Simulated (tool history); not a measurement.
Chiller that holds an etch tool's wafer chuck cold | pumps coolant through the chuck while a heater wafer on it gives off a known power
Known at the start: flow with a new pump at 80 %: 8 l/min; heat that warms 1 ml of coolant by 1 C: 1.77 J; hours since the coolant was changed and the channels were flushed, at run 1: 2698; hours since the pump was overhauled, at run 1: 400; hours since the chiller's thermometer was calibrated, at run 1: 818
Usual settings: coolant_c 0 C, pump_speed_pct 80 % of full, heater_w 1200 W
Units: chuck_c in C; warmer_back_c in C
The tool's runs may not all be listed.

run,day,coolant_c,pump_speed_pct,heater_w,hours since the coolant was changed and the channels were flushed,hours since the pump was overhauled,hours since the chiller's thermometer was calibrated,chuck_c,warmer_back_c
1,0.000,0,80,1200,2698,400,818,10.0,5.17
2,1.050,0,99,1200,2723,425,843,8.2,4.20
3,2.242,0,99,1200,2752,454,872,8.1,4.24
4,3.254,0,99,1200,2776,478,896,8.2,4.21
5,4.750,0,99,1200,2812,514,932,8.1,4.17
6,6.354,1,99,1200,2851,552,970,9.2,4.24
7,7.938,-9,80,1200,2889,590,1008,1.2,5.17

Run 8 comes next. What will it give?
8,8.871,-5,80,670,2911,613,1031,?,?

chuck_c: 0.5 C
warmer_back_c: 2.88 C
Without the tool's hidden state the same run would have given chuck_c -0.1 C, warmer_back_c 2.82 C.

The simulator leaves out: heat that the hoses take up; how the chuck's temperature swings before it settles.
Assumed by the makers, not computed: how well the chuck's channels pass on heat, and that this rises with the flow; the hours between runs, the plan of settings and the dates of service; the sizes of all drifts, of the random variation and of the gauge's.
